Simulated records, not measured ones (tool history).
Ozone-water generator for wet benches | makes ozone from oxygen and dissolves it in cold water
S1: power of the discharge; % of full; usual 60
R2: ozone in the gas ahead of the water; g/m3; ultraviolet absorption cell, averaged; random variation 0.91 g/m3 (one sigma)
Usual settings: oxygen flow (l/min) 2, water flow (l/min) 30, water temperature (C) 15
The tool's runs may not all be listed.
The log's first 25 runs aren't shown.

run 26 day=30.85 | S1=88 oxygen_flow_(l/min)=1.84 water_flow_(l/min)=30 water_temperature_(C)=9 | dissolved_ozone_(ppm)=7.7 R2=216.8
run 27 day=31.746 | S1=49 oxygen_flow_(l/min)=2 water_flow_(l/min)=42 water_temperature_(C)=15 | dissolved_ozone_(ppm)=3.3 R2=133.9
run 28 day=32.962 | S1=49 oxygen_flow_(l/min)=2 water_flow_(l/min)=42 water_temperature_(C)=15 | dissolved_ozone_(ppm)=3.1 R2=133
run 29 day=34.2 | S1=57 oxygen_flow_(l/min)=2 water_flow_(l/min)=42 water_temperature_(C)=12 | dissolved_ozone_(ppm)=3.9 R2=151.4
run 30 day=36 | S1=49 oxygen_flow_(l/min)=1.34 water_flow_(l/min)=30 water_temperature_(C)=15 | dissolved_ozone_(ppm)=4.3 R2=157.9
run 31 day=36.983 | S1=45 oxygen_flow_(l/min)=2 water_flow_(l/min)=22 water_temperature_(C)=15 | dissolved_ozone_(ppm)=6.8 R2=124.5
-- day=37.479 gauge calibrated
run 32 day=37.875 | S1=60 oxygen_flow_(l/min)=1.18 water_flow_(l/min)=30 water_temperature_(C)=10 | dissolved_ozone_(ppm)=4.7 R2=190.1
run 33 day=38.967 | S1=45 oxygen_flow_(l/min)=1.69 water_flow_(l/min)=31 water_temperature_(C)=22 | dissolved_ozone_(ppm)=4.2 R2=132.5

Forecast each of these 3 alternatives for the next run:
run A day=39.792 | S1=66 oxygen_flow_(l/min)=2 water_flow_(l/min)=30 water_temperature_(C)=15 | dissolved_ozone_(ppm)=? R2=?
run B day=39.792 | S1=68 oxygen_flow_(l/min)=2.49 water_flow_(l/min)=31 water_temperature_(C)=22 | dissolved_ozone_(ppm)=? R2=?
run C day=39.792 | S1=56 oxygen_flow_(l/min)=2 water_flow_(l/min)=30 water_temperature_(C)=10 | dissolved_ozone_(ppm)=? R2=?

run=A dissolved_ozone_(ppm)=6.3 R2=164.5
run=B dissolved_ozone_(ppm)=6.4 R2=152.4
run=C dissolved_ozone_(ppm)=5.7 R2=143.1
Without the tool's hidden state the same runs would have given:
run=A dissolved_ozone_(ppm)=6.3 R2=164.3
run=B dissolved_ozone_(ppm)=6.4 R2=152.2
run=C dissolved_ozone_(ppm)=5.7 R2=142.9
